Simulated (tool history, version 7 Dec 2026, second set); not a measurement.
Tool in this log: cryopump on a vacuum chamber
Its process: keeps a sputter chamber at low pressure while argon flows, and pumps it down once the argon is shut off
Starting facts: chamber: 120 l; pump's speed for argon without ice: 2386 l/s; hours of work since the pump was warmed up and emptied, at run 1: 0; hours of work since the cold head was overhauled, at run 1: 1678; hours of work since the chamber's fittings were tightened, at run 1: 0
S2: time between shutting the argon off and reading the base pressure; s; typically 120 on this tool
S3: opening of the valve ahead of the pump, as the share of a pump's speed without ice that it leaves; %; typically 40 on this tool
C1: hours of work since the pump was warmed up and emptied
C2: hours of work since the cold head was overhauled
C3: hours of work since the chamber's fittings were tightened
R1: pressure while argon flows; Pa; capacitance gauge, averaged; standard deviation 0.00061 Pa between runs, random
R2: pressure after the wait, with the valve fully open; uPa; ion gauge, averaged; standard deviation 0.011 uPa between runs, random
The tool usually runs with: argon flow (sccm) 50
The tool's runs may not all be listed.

run 1 hour=0.0 | argon_flow_(sccm)=50 S2=120 S3=40 | C1=0 C2=1678 C3=0 | R1=0.0890 R2=0.56
run 2 hour=42.3 | argon_flow_(sccm)=76 S2=120 S3=40 | C1=38 C2=1716 C3=38 | R1=0.1353 R2=0.56
run 3 hour=103.8 | argon_flow_(sccm)=76 S2=120 S3=40 | C1=93 C2=1771 C3=93 | R1=0.1373 R2=0.57
run 4 hour=167.7 | argon_flow_(sccm)=50 S2=120 S3=31 | C1=150 C2=1828 C3=150 | R1=0.1162 R2=0.57
run 5 hour=208.0 | argon_flow_(sccm)=50 S2=120 S3=31 | C1=186 C2=1864 C3=186 | R1=0.1175 R2=0.59
run 6 hour=243.2 | argon_flow_(sccm)=50 S2=120 S3=31 | C1=218 C2=1896 C3=218 | R1=0.1171 R2=0.59
run 7 hour=314.4 | argon_flow_(sccm)=50 S2=120 S3=55 | C1=281 C2=1959 C3=281 | R1=0.0689 R2=0.56
run 8 hour=377.7 | argon_flow_(sccm)=50 S2=120 S3=40 | C1=338 C2=2016 C3=338 | R1=0.0922 R2=0.61
run 9 hour=424.1 | argon_flow_(sccm)=23 S2=120 S3=40 | C1=379 C2=2057 C3=379 | R1=0.0432 R2=0.60
run 10 hour=483.9 | argon_flow_(sccm)=23 S2=21 S3=40 | C1=433 C2=2111 C3=433 | R1=0.0432 R2=2.45
run 11 hour=527.4 | argon_flow_(sccm)=23 S2=21 S3=40 | C1=472 C2=2150 C3=472 | R1=0.0437 R2=2.43
run 12 hour=576.3 | argon_flow_(sccm)=23 S2=21 S3=40 | C1=515 C2=2194 C3=515 | R1=0.0439 R2=2.48
run 13 hour=624.6 | argon_flow_(sccm)=35 S2=106 S3=40 | C1=559 C2=2237 C3=559 | R1=0.0668 R2=0.68
run 14 hour=679.8 | argon_flow_(sccm)=35 S2=106 S3=40 | C1=608 C2=2286 C3=608 | R1=0.0681 R2=0.69
run 15 hour=716.5 | argon_flow_(sccm)=35 S2=106 S3=40 | C1=641 C2=2319 C3=641 | R1=0.0678 R2=0.68
run 16 hour=761.0 | argon_flow_(sccm)=35 S2=106 S3=40 | C1=681 C2=2359 C3=681 | R1=0.0687 R2=0.70
run 17 hour=798.7 | argon_flow_(sccm)=53 S2=120 S3=46 | C1=714 C2=2392 C3=714 | R1=0.0924 R2=0.65
run 18 hour=843.8 | argon_flow_(sccm)=53 S2=120 S3=46 | C1=755 C2=2433 C3=755 | R1=0.0941 R2=0.65
-- hour=888.6 pump warmed up, emptied and cooled again
run 19 hour=896.6 | argon_flow_(sccm)=35 S2=120 S3=40 | C1=7 C2=2476 C3=798 | R1=0.0619 R2=0.60
run 20 hour=932.2 | argon_flow_(sccm)=35 S2=120 S3=40 | C1=39 C2=2507 C3=829 | R1=0.0629 R2=0.60
run 21 hour=1008.0 | argon_flow_(sccm)=43 S2=26 S3=30 | C1=107 C2=2575 C3=897 | R1=0.1032 R2=2.07

Predict each of these 5 candidate next runs independently; none follows another, all start after run 21:
run A hour=1045.5 | argon_flow_(sccm)=79 S2=120 S3=29 | C1=140 C2=2609 C3=931 | R1=? R2=?
run B hour=1045.5 | argon_flow_(sccm)=23 S2=64 S3=25 | C1=140 C2=2609 C3=931 | R1=? R2=?
run C hour=1045.5 | argon_flow_(sccm)=74 S2=120 S3=25 | C1=140 C2=2609 C3=931 | R1=? R2=?
run D hour=1045.5 | argon_flow_(sccm)=50 S2=59 S3=30 | C1=140 C2=2609 C3=931 | R1=? R2=?
run E hour=1045.5 | argon_flow_(sccm)=57 S2=120 S3=40 | C1=140 C2=2609 C3=931 | R1=? R2=?

run=A R1=0.1955 R2=0.63
run=B R1=0.0668 R2=0.96
run=C R1=0.2126 R2=0.64
run=D R1=0.1204 R2=1.04
run=E R1=0.1047 R2=0.62
With the hidden condition removed and each run's random variation left untouched, the same runs would have given:
run=A R1=0.1915 R2=0.53
run=B R1=0.0656 R2=0.86
run=C R1=0.2088 R2=0.53
run=D R1=0.1178 R2=0.93
run=E R1=0.1018 R2=0.51
